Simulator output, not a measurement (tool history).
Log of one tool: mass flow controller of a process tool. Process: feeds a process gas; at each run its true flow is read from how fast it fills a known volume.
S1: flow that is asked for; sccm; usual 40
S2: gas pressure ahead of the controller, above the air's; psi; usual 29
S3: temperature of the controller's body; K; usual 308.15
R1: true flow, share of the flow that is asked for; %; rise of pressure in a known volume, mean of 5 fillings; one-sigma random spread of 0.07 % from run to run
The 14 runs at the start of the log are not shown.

run	hour	S1	S2	S3	R1
15	775.2	40	29	308.15	98.29
16	844.2	40	29	308.15	98.18
17	915.6	33	29	308.15	98.15
18	958.1	40	29	298.15	98.67
19	1016.6	7	29	308.15	97.67
20	1063.4	40	29	308.15	97.98
21	1122.3	40	24.7	313.15	97.46
22	1174.3	40	24.7	313.15	97.32
23	1211.5	17	22.6	310.15	97.41

Forecast run 24:
24	1281	17	22.6	310.15	?

R1: 97.18 %
Minus the tool's unlogged condition, the same run would have read R1 98.75 %.
